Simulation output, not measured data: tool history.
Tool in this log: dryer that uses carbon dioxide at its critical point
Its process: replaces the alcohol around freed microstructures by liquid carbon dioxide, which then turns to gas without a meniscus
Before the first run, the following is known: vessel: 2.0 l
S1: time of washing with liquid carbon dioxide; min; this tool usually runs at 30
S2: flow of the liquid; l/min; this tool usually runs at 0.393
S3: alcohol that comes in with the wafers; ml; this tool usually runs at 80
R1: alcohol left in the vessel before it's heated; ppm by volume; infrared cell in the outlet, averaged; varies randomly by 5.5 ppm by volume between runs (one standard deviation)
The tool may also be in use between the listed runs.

run    hour  S1     S2   S3    R1
  1       0  30  0.393   80   332
  2    35.6  30  0.393   80   354
  3    74.3  30  0.393   59   339
       79.4  -- inlet filter changed
  4   113.7  30  0.393   59   195
  5   148.3  30  0.393   59   207
  6   190.7  25  0.393   80   645
  7     213  25  0.393   80   685
  8   254.1  30  0.393   80   400
  9   284.4  25  0.393   80   847
      302.9  -- inlet filter changed
 10   317.7  25  0.545   80   149
 11   355.4  25  0.545   80   162
 12     381  25  0.545   80   167
 13   404.5  25  0.545   80   173
 14   426.9  25  0.545   80   193
 15   452.9  25  0.545   80   214
 16   492.6  30  0.558   80   128
 17   518.3  30  0.558   80   136
      526.1  -- inlet filter changed
 18   553.2  30  0.393   82   286
 19   592.5  30  0.393   82   302
 20   610.8  30  0.393   82   316
      633.2  -- purifier's bed changed
 21   637.9  30  0.393   82   263
 22   671.7  30  0.393   82   300
 23   692.1  30  0.393   80   326
 24   722.9  43  0.568   66    11
 25   747.3  43  0.568   66    16
      755.6  -- inlet filter changed
 26   784.2  43  0.568   66    22
 27   818.4  30  0.307   49   415
 28   845.8  30  0.307   49   457
 29   877.9  30  0.307   49   502
 30   913.1  41  0.274   49   261
 31   951.5  41  0.274   49   298
      980.3  -- inlet filter changed
 32   984.9  21  0.259  117  4657
 33  1016.2  21  0.259  117  5028
 34    1054  35  0.396   32    57
 35  1071.3  23  0.331   69  1263
 36    1112  23  0.331   69  1394
 37  1138.6  30  0.473   95   156
 38  1173.1  30  0.239   80  2254
 39  1197.7  37  0.385   35    99
     1205.8  -- inlet filter changed
 40  1234.3  37  0.385   35    69
 41  1256.8  39  0.315  120   282
 42  1278.4  33   0.39   81   165
 43  1306.9  23  0.511   30   141
 44  1340.7  23  0.511   30   151
 45  1367.9  37  0.444   57    81

Pick out some run-to-run changes in R1. Of each, how much would a tool without hidden state show as well, from the settings, what came in and chance, and how much is left for the hidden state and any gauge scatter not in both results compared?
The hidden state here: flow that reaches the vessel past the clogged filter, %; alcohol in the recycled carbon dioxide, ppm; drift of the gauge itself on alcohol_ppm, %.
Run 31 -> 32: S1 41 -> 21, S2 0.274 -> 0.259, S3 49 -> 117, inlet filter changed. R1 +4359 ppm by volume: hidden state -89, all else +4448.
Run 33 -> 34: S1 21 -> 35, S2 0.259 -> 0.396, S3 117 -> 32. R1 -4971 ppm by volume: hidden state -371, all else -4600.
Run 37 -> 38: S2 0.473 -> 0.239, S3 95 -> 80. R1 +2098 ppm by volume: hidden state +752, all else +1346.
Run 38 -> 39: S1 30 -> 37, S2 0.239 -> 0.385, S3 80 -> 35. R1 -2155 ppm by volume: hidden state -777, all else -1378.

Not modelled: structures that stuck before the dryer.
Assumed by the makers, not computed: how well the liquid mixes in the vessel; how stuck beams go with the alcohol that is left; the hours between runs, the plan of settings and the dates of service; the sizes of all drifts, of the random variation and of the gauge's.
